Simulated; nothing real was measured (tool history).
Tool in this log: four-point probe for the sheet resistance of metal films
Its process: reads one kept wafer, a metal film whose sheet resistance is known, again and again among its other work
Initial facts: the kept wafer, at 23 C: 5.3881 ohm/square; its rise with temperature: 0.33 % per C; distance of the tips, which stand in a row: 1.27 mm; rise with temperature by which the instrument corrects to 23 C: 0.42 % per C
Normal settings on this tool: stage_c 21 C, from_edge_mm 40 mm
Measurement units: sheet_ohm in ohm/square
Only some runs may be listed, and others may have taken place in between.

run   hour  stage_c  from_edge_mm  sheet_ohm
  1      0       21            40   5.375383
  2   10.3       21            40   5.376823
  3   22.4       19            40   5.384432
  4   40.9       21            40   5.375859
  5     49       21            40   5.375175
  6   60.8       18            40   5.392649
  7   75.3       21            40   5.376725
  8   84.5       21            40   5.377231
  9   97.2       21            40   5.376999
 10  114.5       21            40   5.378333
 11  127.3       21            40    5.37652
 12  143.5       21            40   5.376847
 13  160.7       21            40   5.380467
 14  175.7       21            53   5.376068
 15    184       21            53   5.376975
 16  195.8       21            53   5.378561
 17    208       21            40    5.37785
 18  218.7       21            40   5.380919
 19  229.5       21            40   5.380649
 20  248.7       21            40   5.380773
 21  265.3       27            40   5.352821
 22  273.3       24            40   5.366704
 23  283.5       27            30   5.355783
 24  292.9       24             6   5.491005
 25  305.9       24             6   5.489703
 26  318.3       24             6   5.490552
 27  335.2       24             6   5.492756
 28  345.1       23             9   5.426479
 29  354.8       18             6   5.519909
 30  372.5       18             6   5.522416
 31  389.9       22            38    5.37959
 32  409.2       34            40   5.326498
 33    418       29            39   5.347443
 34    431       28            20   5.363143
 35  441.9       18            40   5.397231
 36  455.6       29            31   5.350208
 37  465.6       29            44   5.346795
 38  480.3       21            13   5.411284
 39  490.5       21            13   5.409795
 40  509.7       21            13    5.41113
 41  524.1       30            13   5.369851
 42  532.1       24             4   5.645985
 43  543.9       24             4   5.645975
 44  555.7       24            49   5.373522

Forecast each of these 4 alternatives for the next run:
  A  569.1       21             4          ?
  B  569.1       27            40          ?
  C  569.1       19            13          ?
  D  569.1       21            52          ?

run  sheet_ohm
  A   5.660709
  B    5.36018
  C   5.420612
  D   5.386772
With no hidden state in the tool, these same runs would have given:
run  sheet_ohm
  A     5.6745
  B   5.373338
  C   5.433863
  D   5.399959
